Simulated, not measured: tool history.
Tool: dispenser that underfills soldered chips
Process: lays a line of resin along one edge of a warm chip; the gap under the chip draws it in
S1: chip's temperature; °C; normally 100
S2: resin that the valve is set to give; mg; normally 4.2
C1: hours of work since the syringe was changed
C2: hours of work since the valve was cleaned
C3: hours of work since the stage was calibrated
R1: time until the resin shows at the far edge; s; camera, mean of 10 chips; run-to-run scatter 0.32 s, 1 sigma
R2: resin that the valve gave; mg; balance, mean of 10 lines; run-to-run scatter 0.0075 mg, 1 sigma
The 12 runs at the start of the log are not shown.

run   hour   S1    S2  C1   C2   C3    R1     R2
        72  -- new syringe of resin
 13   74.9  111   4.2   2   19  291   9.5  4.202
        82  -- new syringe of resin
 14   83.4  111  4.39   1   25  297   8.6  4.382
 15   90.9  111  4.39   7   31  303  13.7  4.356
      92.2  -- new syringe of resin
 16     96  111  4.39   3   35  307  10.1  4.345
     102.4  -- new syringe of resin
 17  102.6  111  4.39   0   40  312   8.2  4.363
 18  109.7   98  4.67   6   45  317  21.8  4.617
     112.4  -- new syringe of resin
 19  115.8   98  4.67   3   50  322  16.8   4.63
 20  121.6  113   4.2   7   54  326  13.3  4.156
     122.5  -- new syringe of resin
 21  127.6   86  4.69   4   59  331  32.5  4.614
     132.6  -- new syringe of resin
 22  133.9   99     5   1   64  336  13.7  4.923
     142.8  -- new syringe of resin
 23  142.9  115  5.02   0   70  342   6.8  4.936
 24  148.3   93  5.02   4   75  347  24.3  4.934
       153  -- new syringe of resin
 25  155.8   93  5.02   2   80  352  21.3  4.928
     163.2  -- new syringe of resin
 26  164.1   93  5.02   1   87  359  17.8  4.906
 27  171.6  112  4.69   7   92  364  12.6   4.58
     173.3  -- new syringe of resin
 28  179.6  112  4.69   5   99  370  12.1  4.585
     183.7  -- new syringe of resin
 29  186.7  112  4.69   2  104  376   8.9  4.574
     188.9  -- dispensing valve cleaned and set on the balance
     194.7  -- new syringe of resin
 30  194.7   98  5.13   0    4  381  13.4  5.134
 31  200.1   94   3.8   4    9  385  24.2  3.796
 32  204.2  106  3.68   7   12  389  19.5  3.673
       205  -- new syringe of resin
 33  208.6  108  4.29   3   15  392  10.6  4.259
     215.4  -- new syringe of resin
 34  217.1  108  4.29   1   21  398  10.3  4.277

Alternative continuations, all from the tool just after run 34; predict every row:
  A  221.2  112  4.31   5  25  402   ?   ?
  B  221.2   91  3.63   5  25  402   ?   ?
  C  221.2   90  5.36   5  25  402   ?   ?
  D  221.2   93   4.2   5  25  402   ?   ?

run    R1     R2
  A  11.3  4.283
  B    31   3.59
  C  29.9  5.325
  D  26.4   4.17
With no hidden state in the tool, these same runs would have given:
run    R1     R2
  A   6.6  4.313
  B  18.2  3.615
  C  17.5  5.362
  D  15.2  4.199
